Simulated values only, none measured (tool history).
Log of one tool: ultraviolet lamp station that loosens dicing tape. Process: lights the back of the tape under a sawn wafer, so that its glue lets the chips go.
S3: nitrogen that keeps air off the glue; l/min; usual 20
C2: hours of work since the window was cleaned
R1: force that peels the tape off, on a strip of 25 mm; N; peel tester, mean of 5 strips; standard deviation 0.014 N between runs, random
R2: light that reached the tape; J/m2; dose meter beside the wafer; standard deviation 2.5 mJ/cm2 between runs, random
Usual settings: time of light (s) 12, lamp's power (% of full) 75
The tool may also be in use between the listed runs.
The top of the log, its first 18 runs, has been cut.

Run 19, hour 746.8: usual settings; hours of work of the lamp 1680; C2 436. Result: R1 0.683 N, R2 2870 J/m2.
Run 20, hour 779.7: usual settings; hours of work of the lamp 1701; C2 457. Result: R1 0.675 N, R2 2850 J/m2.
Run 21, hour 812.3: usual settings; hours of work of the lamp 1721; C2 477. Result: R1 0.677 N, R2 2880 J/m2.
Run 22, hour 874.4: usual settings; hours of work of the lamp 1760; C2 516. Result: R1 0.679 N, R2 2930 J/m2.
At hour 882.5: window cleaned of glue's vapour.
Run 23, hour 932: usual settings but time of light (s) 8, lamp's power (% of full) 77, S3 12 l/min; hours of work of the lamp 1796; C2 31. Result: R1 1.7 N, R2 2000 J/m2.
Run 24, hour 987.6: usual settings but time of light (s) 11, lamp's power (% of full) 80, S3 8 l/min; hours of work of the lamp 1831; C2 66. Result: R1 1.383 N, R2 2830 J/m2.
Run 25, hour 1014.5: usual settings but time of light (s) 11, lamp's power (% of full) 80, S3 8 l/min; hours of work of the lamp 1848; C2 83. Result: R1 1.379 N, R2 2830 J/m2.
Run 26, hour 1062.3: usual settings but time of light (s) 11, lamp's power (% of full) 80, S3 8 l/min; hours of work of the lamp 1877; C2 113. Result: R1 1.371 N, R2 2830 J/m2.
Run 27, hour 1103.5: usual settings but time of light (s) 11, lamp's power (% of full) 80, S3 8 l/min; hours of work of the lamp 1903; C2 139. Result: R1 1.316 N, R2 2820 J/m2.
At hour 1124.7: lamp changed.
Run 28, hour 1161.5: usual settings but time of light (s) 8; hours of work of the lamp 23; C2 174. Result: R1 1.357 N, R2 1940 J/m2.
Run 29, hour 1212.1: usual settings but time of light (s) 8, lamp's power (% of full) 81, S3 7 l/min; hours of work of the lamp 55; C2 206. Result: R1 2.179 N, R2 2100 J/m2.
Run 30, hour 1273.2: usual settings but S3 24 l/min; hours of work of the lamp 93; C2 244. Result: R1 0.582 N, R2 2890 J/m2.
Run 31, hour 1308.9: usual settings but time of light (s) 22, lamp's power (% of full) 93, S3 29 l/min; hours of work of the lamp 116; C2 267. Result: R1 0.238 N, R2 6560 J/m2.
Run 32, hour 1371.9: usual settings but time of light (s) 10, lamp's power (% of full) 77, S3 9 l/min; hours of work of the lamp 155; C2 306. Result: R1 1.5 N, R2 2470 J/m2.
Run 33, hour 1419.4: usual settings but time of light (s) 18, lamp's power (% of full) 98, S3 8 l/min; hours of work of the lamp 185; C2 336. Result: R1 0.398 N, R2 5690 J/m2.
Run 34, hour 1456.7: usual settings but time of light (s) 18, lamp's power (% of full) 98, S3 8 l/min; hours of work of the lamp 208; C2 360. Result: R1 0.425 N, R2 5710 J/m2.
Run 35, hour 1488.4: usual settings but time of light (s) 11, lamp's power (% of full) 92, S3 38 l/min; hours of work of the lamp 228; C2 379. Result: R1 0.371 N, R2 3240 J/m2.
Run 36, hour 1550.3: usual settings but time of light (s) 19, lamp's power (% of full) 96, S3 35 l/min; hours of work of the lamp 267; C2 418. Result: R1 0.248 N, R2 5880 J/m2.
Run 37, hour 1597.6: usual settings but time of light (s) 19, lamp's power (% of full) 96, S3 35 l/min; hours of work of the lamp 297; C2 448. Result: R1 0.259 N, R2 5820 J/m2.
Run 38, hour 1646.9: usual settings but time of light (s) 14, lamp's power (% of full) 83, S3 35 l/min; hours of work of the lamp 328; C2 479. Result: R1 0.323 N, R2 3750 J/m2.
Run 39, hour 1693.3: usual settings but time of light (s) 14, lamp's power (% of full) 83, S3 35 l/min; hours of work of the lamp 357; C2 508. Result: R1 0.314 N, R2 3730 J/m2.
At hour 1712.1: window cleaned of glue's vapour.
Run 40, hour 1751.1: usual settings but time of light (s) 15, lamp's power (% of full) 98, S3 23 l/min; hours of work of the lamp 393; C2 24. Result: R1 0.287 N, R2 4720 J/m2.
Run 41, hour 1812.2: usual settings but time of light (s) 10, lamp's power (% of full) 89, S3 31 l/min; hours of work of the lamp 431; C2 63. Result: R1 0.514 N, R2 2860 J/m2.

Run 42 is up next; what results do you expect?
Run 42, hour 1863.2: usual settings but time of light (s) 8, lamp's power (% of full) 87, S3 35 l/min; hours of work of the lamp 463; C2 95. Result: R1 ?, R2 ?.

{"run 42": {"R1": 0.728, "R2": 2270}}
With the hidden condition absent and the run-to-run variation left alone, this run would have shown R1 0.727 N, R2 2270 J/m2.
